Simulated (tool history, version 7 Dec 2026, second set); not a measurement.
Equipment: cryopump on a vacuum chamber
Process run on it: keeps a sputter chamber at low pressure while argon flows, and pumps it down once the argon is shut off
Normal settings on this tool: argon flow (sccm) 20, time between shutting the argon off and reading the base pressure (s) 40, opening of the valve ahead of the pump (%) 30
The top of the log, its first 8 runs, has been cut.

| run | hour | argon flow (sccm) | time between shutting the argon off and reading the base pressure (s) | opening of the valve ahead of the pump (%) | hours of work since the pump was warmed up and emptied | hours of work since the cold head was overhauled | hours of work since the chamber's fittings were tightened | pressure while argon flows (Pa) | pressure after the wait (uPa) |
|---|---|---|---|---|---|---|---|---|---|
| 9 | 170.5 | 35 | 40 | 30 | 194 | 194 | 927 | 0.0884 | 2.11 |
| 10 | 197.1 | 20 | 40 | 30 | 206 | 206 | 939 | 0.0515 | 2.10 |
| 11 | 220.1 | 20 | 40 | 30 | 216 | 216 | 949 | 0.0509 | 2.01 |
| 12 | 253.0 | 20 | 40 | 30 | 231 | 231 | 964 | 0.0516 | 2.09 |
| 13 | 277.1 | 20 | 40 | 30 | 241 | 241 | 975 | 0.0512 | 2.11 |
| 14 | 291.8 | 20 | 40 | 30 | 248 | 248 | 981 | 0.0510 | 2.07 |
| 15 | 316.0 | 20 | 40 | 35 | 259 | 259 | 992 | 0.0435 | 2.09 |
| 16 | 343.1 | 20 | 40 | 54 | 271 | 271 | 1004 | 0.0286 | 2.08 |
| 17 | 359.9 | 24 | 52 | 56 | 278 | 278 | 1011 | 0.0333 | 1.75 |
| 18 | 390.6 | 24 | 45 | 52 | 292 | 292 | 1025 | 0.0361 | 1.92 |
| 19 | 407.3 | 24 | 45 | 52 | 299 | 299 | 1032 | 0.0356 | 1.91 |
| 20 | 428.5 | 31 | 112 | 19 | 308 | 308 | 1041 | 0.1233 | 1.03 |
| 21 | 448.0 | 8 | 112 | 19 | 317 | 317 | 1050 | 0.0320 | 1.10 |
| 22 | 480.3 | 34 | 39 | 30 | 331 | 331 | 1064 | 0.0873 | 2.22 |
| 23 | 502.9 | 34 | 39 | 59 | 341 | 341 | 1074 | 0.0462 | 2.20 |
| 24 | 531.0 | 34 | 39 | 59 | 354 | 354 | 1087 | 0.0455 | 2.17 |
| 25 | 552.0 | 17 | 37 | 19 | 363 | 363 | 1096 | 0.0680 | 2.29 |
| 26 | 579.4 | 17 | 37 | 17 | 375 | 375 | 1108 | 0.0763 | 2.28 |
| 27 | 606.8 | 10 | 160 | 23 | 387 | 387 | 1120 | 0.0336 | 1.00 |
| 28 | 636.2 | 26 | 40 | 16 | 400 | 400 | 1133 | 0.1238 | 2.24 |
| 29 | 651.9 | 26 | 40 | 26 | 407 | 407 | 1140 | 0.0772 | 2.20 |
| 30 | 684.6 | 26 | 40 | 26 | 422 | 422 | 1155 | 0.0765 | 2.23 |
| 31 | 698.8 | 9 | 101 | 44 | 428 | 428 | 1161 | 0.0160 | 1.23 |

3 options for the next run, each taken on its own from the tool as it stands now. Forecast them:
| A | 720.1 | 19 | 46 | 37 | 437 | 437 | 1171 | ? | ? |
| B | 720.1 | 33 | 85 | 17 | 437 | 437 | 1171 | ? | ? |
| C | 720.1 | 36 | 78 | 27 | 437 | 437 | 1171 | ? | ? |

| run | pressure while argon flows (Pa) | pressure after the wait (uPa) |
|---|---|---|
| A | 0.0397 | 2.00 |
| B | 0.1474 | 1.38 |
| C | 0.1029 | 1.39 |
With the hidden condition removed and each run's random variation left untouched, the same runs would have given:
| run | pressure while argon flows (Pa) | pressure after the wait (uPa) |
|---|---|---|
| A | 0.0378 | 1.55 |
| B | 0.1442 | 0.92 |
| C | 0.0994 | 0.94 |
